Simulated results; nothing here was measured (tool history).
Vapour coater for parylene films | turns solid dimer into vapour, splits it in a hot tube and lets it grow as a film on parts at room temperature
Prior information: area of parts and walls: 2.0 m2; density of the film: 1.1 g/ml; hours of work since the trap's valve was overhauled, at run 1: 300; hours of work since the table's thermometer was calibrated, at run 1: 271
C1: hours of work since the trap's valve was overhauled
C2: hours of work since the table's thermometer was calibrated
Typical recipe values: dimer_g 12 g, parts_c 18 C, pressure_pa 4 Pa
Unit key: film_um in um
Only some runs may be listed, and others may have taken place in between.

Run 1, hour 0: usual settings; C1 300; C2 271. Result: film_um 2.85 um.
Run 2, hour 30.9: usual settings but pressure_pa 3.53 Pa; C1 313; C2 284. Result: film_um 2.89 um.
Run 3, hour 67.2: usual settings but parts_c 16 C; C1 328; C2 299. Result: film_um 3.01 um.
Run 4, hour 92: usual settings; C1 339; C2 310. Result: film_um 2.87 um.
Run 5, hour 127.8: usual settings; C1 354; C2 325. Result: film_um 2.87 um.
Run 6, hour 158.3: usual settings; C1 367; C2 338. Result: film_um 2.83 um.
Run 7, hour 190.5: usual settings; C1 380; C2 352. Result: film_um 2.82 um.
Run 8, hour 228.2: usual settings; C1 396; C2 368. Result: film_um 2.82 um.
Run 9, hour 255.5: usual settings; C1 408; C2 379. Result: film_um 2.85 um.
Run 10, hour 282.4: usual settings but parts_c 14 C; C1 419; C2 390. Result: film_um 3.03 um.
Run 11, hour 307.5: usual settings; C1 430; C2 401. Result: film_um 2.77 um.
Run 12, hour 328.4: usual settings; C1 439; C2 410. Result: film_um 2.74 um.
Run 13, hour 366: usual settings but dimer_g 7 g; C1 455; C2 426. Result: film_um 1.56 um.
Run 14, hour 381.4: usual settings but pressure_pa 10.06 Pa; C1 461; C2 432. Result: film_um 2.63 um.
At hour 384.4: table's thermometer calibrated.
Run 15, hour 420.9: usual settings; C1 477; C2 15. Result: film_um 2.73 um.
Run 16, hour 449.1: usual settings; C1 489; C2 27. Result: film_um 2.7 um.
Run 17, hour 479.2: usual settings; C1 502; C2 40. Result: film_um 2.76 um.
At hour 496.1: trap's valve overhauled.
Run 18, hour 514.4: usual settings but dimer_g 6 g, parts_c 29 C; C1 8; C2 53. Result: film_um 1.24 um.
Run 19, hour 551.4: usual settings but dimer_g 17 g, parts_c 16 C, pressure_pa 6.33 Pa; C1 23; C2 69. Result: film_um 4.3 um.
At hour 565.6: table's thermometer calibrated, once more.
Run 20, hour 590.5: usual settings but dimer_g 13 g, parts_c 13 C, pressure_pa 2.54 Pa; C1 40; C2 11. Result: film_um 3.77 um.
Run 21, hour 613.2: usual settings but dimer_g 13 g, parts_c 13 C, pressure_pa 2.54 Pa; C1 49; C2 20. Result: film_um 3.75 um.
Run 22, hour 650.5: usual settings but dimer_g 13 g, parts_c 14 C, pressure_pa 2.29 Pa; C1 65; C2 36. Result: film_um 3.58 um.
Run 23, hour 685.8: usual settings but dimer_g 8 g, parts_c 19 C, pressure_pa 9.18 Pa; C1 80; C2 51. Result: film_um 1.89 um.
Run 24, hour 712.6: usual settings but dimer_g 8 g, parts_c 19 C, pressure_pa 9.18 Pa; C1 91; C2 62. Result: film_um 1.9 um.
Run 25, hour 732.6: usual settings but dimer_g 8 g, parts_c 11 C, pressure_pa 9.18 Pa; C1 100; C2 71. Result: film_um 2.18 um.
Run 26, hour 771: usual settings but dimer_g 15 g, parts_c 19 C, pressure_pa 10.9 Pa; C1 116; C2 87. Result: film_um 3.51 um.
Run 27, hour 790.5: usual settings but dimer_g 5 g, pressure_pa 7.2 Pa; C1 124; C2 95. Result: film_um 1.23 um.
Run 28, hour 819.6: usual settings but parts_c 27 C, pressure_pa 5.04 Pa; C1 136; C2 107. Result: film_um 2.46 um.
Run 29, hour 853.3: usual settings but parts_c 27 C, pressure_pa 5.04 Pa; C1 151; C2 122. Result: film_um 2.45 um.

Each row is a separate what-if for the run after 29, all from the same tool condition, not one after another. Results?
Run A, hour 888: usual settings but dimer_g 16 g, parts_c 27 C, pressure_pa 5.04 Pa; C1 165; C2 136. Result: film_um ?.
Run B, hour 888: usual settings but dimer_g 21 g, parts_c 24 C, pressure_pa 5.1 Pa; C1 165; C2 136. Result: film_um ?.
Run C, hour 888: usual settings but dimer_g 19 g; C1 165; C2 136. Result: film_um ?.

run  film_um
  A     3.28
  B     4.49
  C     4.68
Without the tool's unlogged condition, the same runs would have read:
run  film_um
  A     3.45
  B     4.73
  C     4.92
